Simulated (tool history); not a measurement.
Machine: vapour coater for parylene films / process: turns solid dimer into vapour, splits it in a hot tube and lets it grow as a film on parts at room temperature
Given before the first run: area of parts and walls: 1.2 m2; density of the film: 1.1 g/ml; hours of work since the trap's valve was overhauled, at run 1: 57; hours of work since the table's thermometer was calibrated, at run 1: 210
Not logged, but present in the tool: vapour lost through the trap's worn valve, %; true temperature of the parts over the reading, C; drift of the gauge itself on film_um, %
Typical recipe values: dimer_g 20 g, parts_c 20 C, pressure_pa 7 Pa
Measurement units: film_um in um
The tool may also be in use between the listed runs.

run,hour,dimer_g,parts_c,pressure_pa,hours of work since the trap's valve was overhauled,hours of work since the table's thermometer was calibrated,film_um
1,0,20,20,7,57,210,10.33
2,61.4,20,20,7,91,244,10.17
3,121.6,20,20,7,125,277,10.04
4,171.5,20,20,7,153,305,10.02
5,240.1,20,20,7,191,343,9.94
6,268.9,20,20,7,207,359,9.93
7,330.2,20,20,7,241,393,9.9
8,380,20,20,7,269,421,9.71
9,450.5,20,20,7,308,460,9.68
10,492.7,20,20,7,331,484,9.56
# hour 525.2: trap's valve overhauled
11,527.9,20,20,7,1,501,10.37
12,571.8,20,20,7,26,526,10.36
13,609.7,10,20,4.6,47,547,5.74
14,662.5,10,24,6.92,76,576,4.37
15,719.7,21,24,7.83,108,608,8.79
16,775.7,18,16,5.61,139,639,11.3
17,835.1,15,26,2.38,172,672,7.53
18,890,13,12,7.04,203,703,9.11
19,933.5,21,20,2.81,227,727,12.92
20,1000.8,21,20,2.81,265,764,12.81
21,1041.8,20,31,6.87,287,787,6.09
22,1075.6,33,14,4.58,306,806,22.67
23,1110,21,20,7,325,825,10.13
# hour 1154.7: trap's valve overhauled
24,1172.7,8,16,7,10,858,4.99

Branching from run 24: 4 alternative next runs. What would each branch give?
A,1219.7,27,24,4.25,36,884,?
B,1219.7,24,16,7,36,884,?
C,1219.7,14,20,6.41,36,884,?
D,1219.7,8,19,7,36,884,?

run,film_um
A,13.3
B,14.8
C,7.42
D,4.36
Without the tool's hidden state the same runs would have given:
run,film_um
A,13.18
B,14.67
C,7.35
D,4.32
